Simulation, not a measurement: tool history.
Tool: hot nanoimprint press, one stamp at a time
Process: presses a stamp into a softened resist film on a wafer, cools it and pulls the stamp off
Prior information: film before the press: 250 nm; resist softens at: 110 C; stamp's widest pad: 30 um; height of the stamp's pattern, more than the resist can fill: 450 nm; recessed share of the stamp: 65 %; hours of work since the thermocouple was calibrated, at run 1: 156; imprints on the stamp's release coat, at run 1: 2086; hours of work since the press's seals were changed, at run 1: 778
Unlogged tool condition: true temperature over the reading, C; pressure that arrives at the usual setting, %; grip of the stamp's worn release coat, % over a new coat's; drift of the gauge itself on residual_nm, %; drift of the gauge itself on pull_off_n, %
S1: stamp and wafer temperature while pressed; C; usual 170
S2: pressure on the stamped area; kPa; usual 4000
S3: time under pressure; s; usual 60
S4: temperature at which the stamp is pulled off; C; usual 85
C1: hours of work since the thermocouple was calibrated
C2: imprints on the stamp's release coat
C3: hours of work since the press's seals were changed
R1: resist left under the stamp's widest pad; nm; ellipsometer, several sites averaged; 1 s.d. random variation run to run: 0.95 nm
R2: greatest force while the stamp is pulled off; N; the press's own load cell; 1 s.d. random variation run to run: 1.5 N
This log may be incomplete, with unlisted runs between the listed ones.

{"run": 1, "hour": 0.0, "S1": 170, "S2": 4000, "S3": 60, "S4": 85, "C1": 156, "C2": 2086, "C3": 778, "R1": 145, "R2": 101}
{"hour": 10.0, "done": "stamp cleaned and given a new release coat"}
{"run": 2, "hour": 42.3, "S1": 170, "S2": 2430, "S3": 60, "S4": 85, "C1": 172, "C2": 113, "C3": 795, "R1": 171.2, "R2": 102}
{"run": 3, "hour": 77.2, "S1": 170, "S2": 5570, "S3": 60, "S4": 85, "C1": 188, "C2": 234, "C3": 810, "R1": 128.8, "R2": 101}
{"run": 4, "hour": 152.4, "S1": 170, "S2": 5570, "S3": 60, "S4": 85, "C1": 223, "C2": 497, "C3": 845, "R1": 127.7, "R2": 102}
{"run": 5, "hour": 210.0, "S1": 170, "S2": 4000, "S3": 60, "S4": 85, "C1": 249, "C2": 698, "C3": 871, "R1": 145.4, "R2": 105}
{"run": 6, "hour": 267.4, "S1": 176, "S2": 4000, "S3": 60, "S4": 85, "C1": 275, "C2": 899, "C3": 897, "R1": 114.4, "R2": 100}
{"run": 7, "hour": 337.2, "S1": 176, "S2": 4000, "S3": 60, "S4": 85, "C1": 307, "C2": 1143, "C3": 929, "R1": 113.1, "R2": 102}
{"run": 8, "hour": 403.8, "S1": 159, "S2": 4000, "S3": 60, "S4": 85, "C1": 337, "C2": 1375, "C3": 959, "R1": 207.2, "R2": 99}
{"run": 9, "hour": 449.5, "S1": 159, "S2": 4000, "S3": 60, "S4": 85, "C1": 358, "C2": 1535, "C3": 980, "R1": 202.3, "R2": 99}
{"run": 10, "hour": 495.5, "S1": 170, "S2": 4000, "S3": 51, "S4": 85, "C1": 379, "C2": 1696, "C3": 1001, "R1": 155.2, "R2": 103}
{"run": 11, "hour": 547.7, "S1": 170, "S2": 4000, "S3": 51, "S4": 85, "C1": 403, "C2": 1878, "C3": 1025, "R1": 153.9, "R2": 102}
{"run": 12, "hour": 598.8, "S1": 170, "S2": 4000, "S3": 106, "S4": 85, "C1": 426, "C2": 2057, "C3": 1048, "R1": 120.4, "R2": 102}
{"hour": 615.2, "done": "stamp cleaned and given a new release coat"}
{"run": 13, "hour": 667.9, "S1": 168, "S2": 4000, "S3": 60, "S4": 85, "C1": 455, "C2": 184, "C3": 1077, "R1": 158.1, "R2": 98}
{"run": 14, "hour": 705.6, "S1": 168, "S2": 4000, "S3": 60, "S4": 85, "C1": 472, "C2": 316, "C3": 1094, "R1": 156.9, "R2": 99}
{"run": 15, "hour": 744.0, "S1": 168, "S2": 4000, "S3": 60, "S4": 85, "C1": 490, "C2": 450, "C3": 1112, "R1": 157.7, "R2": 101}
{"run": 16, "hour": 794.3, "S1": 168, "S2": 3230, "S3": 63, "S4": 91, "C1": 513, "C2": 626, "C3": 1135, "R1": 165.7, "R2": 83}
{"hour": 873.0, "done": "press's hydraulic seals changed and the load cell set to zero"}
{"run": 17, "hour": 873.0, "S1": 168, "S2": 3230, "S3": 63, "S4": 80, "C1": 545, "C2": 873, "C3": 0, "R1": 166, "R2": 117}
{"run": 18, "hour": 904.0, "S1": 175, "S2": 5040, "S3": 31, "S4": 78, "C1": 559, "C2": 981, "C3": 14, "R1": 136.5, "R2": 122}
{"run": 19, "hour": 970.8, "S1": 170, "S2": 3340, "S3": 116, "S4": 85, "C1": 590, "C2": 1214, "C3": 45, "R1": 123.8, "R2": 102}
{"hour": 988.6, "done": "plate thermocouple calibrated"}
{"run": 20, "hour": 1040.0, "S1": 170, "S2": 4000, "S3": 33, "S4": 89, "C1": 23, "C2": 1445, "C3": 75, "R1": 175.8, "R2": 90}
{"run": 21, "hour": 1092.0, "S1": 166, "S2": 4000, "S3": 71, "S4": 85, "C1": 47, "C2": 1627, "C3": 99, "R1": 160.2, "R2": 104}
{"run": 22, "hour": 1123.3, "S1": 166, "S2": 4000, "S3": 71, "S4": 85, "C1": 61, "C2": 1736, "C3": 113, "R1": 161.3, "R2": 104}
{"run": 23, "hour": 1163.0, "S1": 180, "S2": 4000, "S3": 108, "S4": 85, "C1": 80, "C2": 1875, "C3": 131, "R1": 76.4, "R2": 102}
{"run": 24, "hour": 1209.0, "S1": 171, "S2": 2690, "S3": 88, "S4": 71, "C1": 101, "C2": 2036, "C3": 152, "R1": 142.4, "R2": 142}
{"hour": 1231.8, "done": "stamp cleaned and given a new release coat"}
{"run": 25, "hour": 1267.0, "S1": 170, "S2": 6230, "S3": 41, "S4": 85, "C1": 124, "C2": 123, "C3": 176, "R1": 139.8, "R2": 101}
{"run": 26, "hour": 1327.7, "S1": 180, "S2": 2570, "S3": 55, "S4": 85, "C1": 152, "C2": 335, "C3": 203, "R1": 121.2, "R2": 101}
{"run": 27, "hour": 1371.8, "S1": 180, "S2": 2570, "S3": 55, "S4": 85, "C1": 172, "C2": 490, "C3": 223, "R1": 121, "R2": 103}
{"run": 28, "hour": 1412.7, "S1": 180, "S2": 2570, "S3": 55, "S4": 85, "C1": 191, "C2": 632, "C3": 242, "R1": 121.7, "R2": 100}
{"run": 29, "hour": 1479.7, "S1": 163, "S2": 2570, "S3": 55, "S4": 75, "C1": 221, "C2": 866, "C3": 273, "R1": 206.1, "R2": 129}

Across each entry between runs, compare the hidden state at the last listed run before it with the hidden state at the first listed run after it:
In the gap between runs 1 and 2: stamp cleaned and given a new release coat (hour 10)
  grip of the stamp's worn release coat, % over a new coat's: 1.3 -> 0.1
In the gap between runs 12 and 13: stamp cleaned and given a new release coat (hour 615.2)
  pressure that arrives at the usual setting, %: 99.78 -> 99.77; grip of the stamp's worn release coat, % over a new coat's: 1.3 -> 0.1
In the gap between runs 16 and 17: press's hydraulic seals changed and the load cell set to zero (hour 873)
  true temperature over the reading, C: 0.15 -> 0.16; pressure that arrives at the usual setting, %: 99.76 -> 100; grip of the stamp's worn release coat, % over a new coat's: 0.4 -> 0.5
In the gap between runs 19 and 20: plate thermocouple calibrated (hour 988.6)
  true temperature over the reading, C: 0.17 -> 0; grip of the stamp's worn release coat, % over a new coat's: 0.8 -> 0.9
In the gap between runs 24 and 25: stamp cleaned and given a new release coat (hour 1231.8)
  pressure that arrives at the usual setting, %: 99.97 -> 99.96; grip of the stamp's worn release coat, % over a new coat's: 1.3 -> 0.1
